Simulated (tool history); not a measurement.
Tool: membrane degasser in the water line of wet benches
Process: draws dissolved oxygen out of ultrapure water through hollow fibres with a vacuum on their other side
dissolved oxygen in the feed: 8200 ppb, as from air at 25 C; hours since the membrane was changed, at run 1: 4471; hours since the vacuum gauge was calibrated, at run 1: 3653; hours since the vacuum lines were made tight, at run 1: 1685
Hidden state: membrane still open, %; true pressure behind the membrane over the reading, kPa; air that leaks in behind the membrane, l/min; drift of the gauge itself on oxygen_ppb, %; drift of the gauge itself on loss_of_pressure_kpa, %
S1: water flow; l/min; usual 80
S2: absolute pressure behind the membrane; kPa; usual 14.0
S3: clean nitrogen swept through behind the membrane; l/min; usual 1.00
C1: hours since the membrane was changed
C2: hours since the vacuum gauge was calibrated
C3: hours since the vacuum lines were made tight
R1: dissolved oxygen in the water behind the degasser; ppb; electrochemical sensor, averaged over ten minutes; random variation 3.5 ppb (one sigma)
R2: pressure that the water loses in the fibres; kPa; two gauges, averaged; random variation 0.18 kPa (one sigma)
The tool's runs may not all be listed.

Run 1, hour 0.0: usual settings; C1 4471; C2 3653; C3 1685. Result: R1 1336.3 ppb, R2 35.36 kPa.
Run 2, hour 122.7: usual settings; C1 4594; C2 3775; C3 1807. Result: R1 1329.5 ppb, R2 35.68 kPa.
Run 3, hour 210.8: usual settings; C1 4682; C2 3863; C3 1895. Result: R1 1331.1 ppb, R2 35.71 kPa.
Run 4, hour 294.6: usual settings; C1 4766; C2 3947; C3 1979. Result: R1 1329.8 ppb, R2 35.46 kPa.
Run 5, hour 385.7: usual settings but S1 100 l/min; C1 4857; C2 4038; C3 2070. Result: R1 1529.8 ppb, R2 44.50 kPa.
Run 6, hour 448.0: usual settings but S1 100 l/min; C1 4919; C2 4101; C3 2133. Result: R1 1524.4 ppb, R2 44.91 kPa.
Run 7, hour 523.1: usual settings but S2 11.7 kPa; C1 4994; C2 4176; C3 2208. Result: R1 1089.4 ppb, R2 35.85 kPa.
Run 8, hour 609.7: usual settings but S2 11.7 kPa; C1 5081; C2 4262; C3 2294. Result: R1 1085.6 ppb, R2 36.31 kPa.
Run 9, hour 720.4: usual settings but S3 1.27 l/min; C1 5192; C2 4373; C3 2405. Result: R1 1154.4 ppb, R2 35.95 kPa.
Run 10, hour 797.7: usual settings; C1 5269; C2 4450; C3 2482. Result: R1 1324.5 ppb, R2 35.81 kPa.
Run 11, hour 856.1: usual settings; C1 5327; C2 4509; C3 2541. Result: R1 1337.0 ppb, R2 36.15 kPa.
Run 12, hour 955.0: usual settings; C1 5426; C2 4608; C3 2640. Result: R1 1329.6 ppb, R2 35.82 kPa.
Run 13, hour 1060.9: usual settings; C1 5532; C2 4714; C3 2746. Result: R1 1331.4 ppb, R2 35.80 kPa.
Run 14, hour 1175.6: usual settings but S3 1.28 l/min; C1 5647; C2 4828; C3 2860. Result: R1 1142.0 ppb, R2 36.01 kPa.
Run 15, hour 1241.6: usual settings but S3 1.28 l/min; C1 5713; C2 4894; C3 2926. Result: R1 1147.5 ppb, R2 36.10 kPa.
Run 16, hour 1309.5: usual settings but S3 1.28 l/min; C1 5781; C2 4962; C3 2994. Result: R1 1142.4 ppb, R2 36.38 kPa.
Run 17, hour 1404.0: usual settings; C1 5875; C2 5057; C3 3089. Result: R1 1328.5 ppb, R2 35.62 kPa.
Run 18, hour 1456.4: usual settings but S1 116 l/min, S2 8.6 kPa, S3 0.61 l/min; C1 5928; C2 5109; C3 3141. Result: R1 1186.5 ppb, R2 52.51 kPa.
Run 19, hour 1519.2: usual settings but S1 74 l/min, S2 27.5 kPa; C1 5990; C2 5172; C3 3204. Result: R1 2433.1 ppb, R2 33.60 kPa.
Run 20, hour 1603.3: usual settings but S2 15.7 kPa; C1 6075; C2 5256; C3 3288. Result: R1 1500.1 ppb, R2 35.93 kPa.
Run 21, hour 1672.6: usual settings but S1 54 l/min, S2 22.8 kPa, S3 1.07 l/min; C1 6144; C2 5325; C3 3357. Result: R1 1617.2 ppb, R2 24.27 kPa.
Run 22, hour 1771.0: usual settings but S1 86 l/min, S2 13.3 kPa, S3 1.82 l/min; C1 6242; C2 5424; C3 3456. Result: R1 906.3 ppb, R2 39.50 kPa.
Run 23, hour 1890.8: usual settings but S1 86 l/min, S2 13.3 kPa, S3 1.82 l/min; C1 6362; C2 5543; C3 3576. Result: R1 906.3 ppb, R2 38.62 kPa.
Run 24, hour 1941.5: usual settings but S1 86 l/min, S2 29.6 kPa, S3 2.53 l/min; C1 6413; C2 5594; C3 3626. Result: R1 1610.6 ppb, R2 38.83 kPa.
Run 25, hour 1997.5: usual settings but S2 19.9 kPa; C1 6469; C2 5650; C3 3682. Result: R1 1902.1 ppb, R2 36.12 kPa.
Run 26, hour 2051.9: usual settings but S1 73 l/min, S2 9.4 kPa; C1 6523; C2 5705; C3 3737. Result: R1 778.0 ppb, R2 33.21 kPa.
Run 27, hour 2143.8: usual settings but S1 73 l/min, S2 9.4 kPa; C1 6615; C2 5796; C3 3829. Result: R1 777.5 ppb, R2 33.07 kPa.
Run 28, hour 2230.6: usual settings but S2 9.0 kPa, S3 1.67 l/min; C1 6702; C2 5883; C3 3915. Result: R1 565.9 ppb, R2 36.30 kPa.
Run 29, hour 2347.8: usual settings but S2 9.0 kPa, S3 1.67 l/min; C1 6819; C2 6000; C3 4033. Result: R1 568.6 ppb, R2 36.32 kPa.
Run 30, hour 2408.8: usual settings but S2 13.9 kPa; C1 6880; C2 6061; C3 4094. Result: R1 1325.2 ppb, R2 36.19 kPa.
At hour 2462.0: vacuum gauge calibrated.
Run 31, hour 2522.2: usual settings but S1 76 l/min, S2 9.7 kPa, S3 1.36 l/min; C1 6993; C2 60; C3 4206. Result: R1 687.1 ppb, R2 34.65 kPa.
Run 32, hour 2593.9: usual settings but S1 56 l/min, S2 22.1 kPa, S3 1.36 l/min; C1 7065; C2 132; C3 4278. Result: R1 1367.9 ppb, R2 25.39 kPa.
Run 33, hour 2674.9: usual settings but S1 51 l/min, S2 33.5 kPa, S3 0.87 l/min; C1 7146; C2 213; C3 4359. Result: R1 2494.0 ppb, R2 23.12 kPa.

3 ways to go on from here, each from the tool as it stands after run 33. What would each give?
Run A, hour 2749.5: usual settings but S3 0.77 l/min; C1 7220; C2 288; C3 4434. Result: R1 ?, R2 ?.
Run B, hour 2749.5: usual settings but S3 1.14 l/min; C1 7220; C2 288; C3 4434. Result: R1 ?, R2 ?.
Run C, hour 2749.5: usual settings but S1 118 l/min; C1 7220; C2 288; C3 4434. Result: R1 ?, R2 ?.

run      R1     R2
  A  1546.6  36.32
  B  1234.5  36.48
  C  1684.5  54.06
Without the tool's hidden state the same runs would have given:
run      R1     R2
  A  1546.4  35.49
  B  1234.3  35.64
  C  1684.3  52.82
